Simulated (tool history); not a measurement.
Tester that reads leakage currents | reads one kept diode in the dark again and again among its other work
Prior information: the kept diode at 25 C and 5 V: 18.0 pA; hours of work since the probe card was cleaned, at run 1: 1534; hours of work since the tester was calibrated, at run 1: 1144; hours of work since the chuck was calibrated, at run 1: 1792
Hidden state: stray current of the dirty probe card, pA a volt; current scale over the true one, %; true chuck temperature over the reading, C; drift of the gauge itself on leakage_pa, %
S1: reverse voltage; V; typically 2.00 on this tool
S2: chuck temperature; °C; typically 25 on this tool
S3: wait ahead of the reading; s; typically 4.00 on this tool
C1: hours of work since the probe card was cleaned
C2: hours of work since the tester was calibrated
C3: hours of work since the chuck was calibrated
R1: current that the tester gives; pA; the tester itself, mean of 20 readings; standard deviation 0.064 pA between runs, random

run	hour	S1	S2	S3	C1	C2	C3	R1
1	0.0	2.00	25	4.00	1534	1144	1792	13.81
2	62.7	2.00	25	4.00	1581	1192	1839	13.81
3	134.2	2.00	25	4.00	1635	1246	1894	13.91
4	208.6	1.50	25	4.00	1692	1302	1950	12.03
5	255.9	1.50	25	4.00	1727	1338	1986	12.16
6	304.4	1.50	25	4.00	1764	1375	2022	12.09
7	377.2	2.00	25	0.37	1819	1430	2078	15.87
8	433.6	2.00	25	0.37	1862	1473	2120	15.72
# hour 458.8: chuck's temperature calibrated
9	490.9	2.00	25	4.00	1904	1515	24	16.02
10	553.2	2.00	25	4.00	1951	1562	72	15.94
11	588.4	2.00	25	4.00	1978	1589	98	16.15
12	626.6	2.00	25	4.00	2007	1617	127	16.06
13	661.3	2.00	46	4.00	2033	1644	153	56.19
14	735.2	13.03	39	1.10	2089	1700	209	88.39
15	790.9	15.04	39	0.36	2131	1742	252	106.02
16	867.8	15.04	39	0.36	2190	1800	310	106.65
17	930.6	15.04	39	0.36	2237	1848	358	106.15
18	987.2	1.13	21	1.55	2280	1891	400	9.99
19	1063.6	2.00	52	0.56	2338	1949	458	79.57
20	1135.7	2.00	31	2.35	2393	2003	513	22.98
# hour 1148.2: probe card cleaned and baked
21	1176.3	7.12	57	2.35	21	2032	541	155.95
22	1252.4	7.12	22	0.49	79	2089	599	21.12
23	1323.4	2.00	27	0.65	133	2143	653	15.51

Below are 3 alternative next runs, each starting from the tool's condition after run 23. Predict each:
A	1367.8	11.85	50	1.20	166	2177	687	?
B	1367.8	1.02	25	0.51	166	2177	687	?
C	1367.8	2.26	25	0.50	166	2177	687	?

run	R1
A	123.98
B	10.61
C	14.80
Take away the tool's hidden state, keep each run's random variation, and the runs would have read:
run	R1
A	130.40
B	11.22
C	15.50
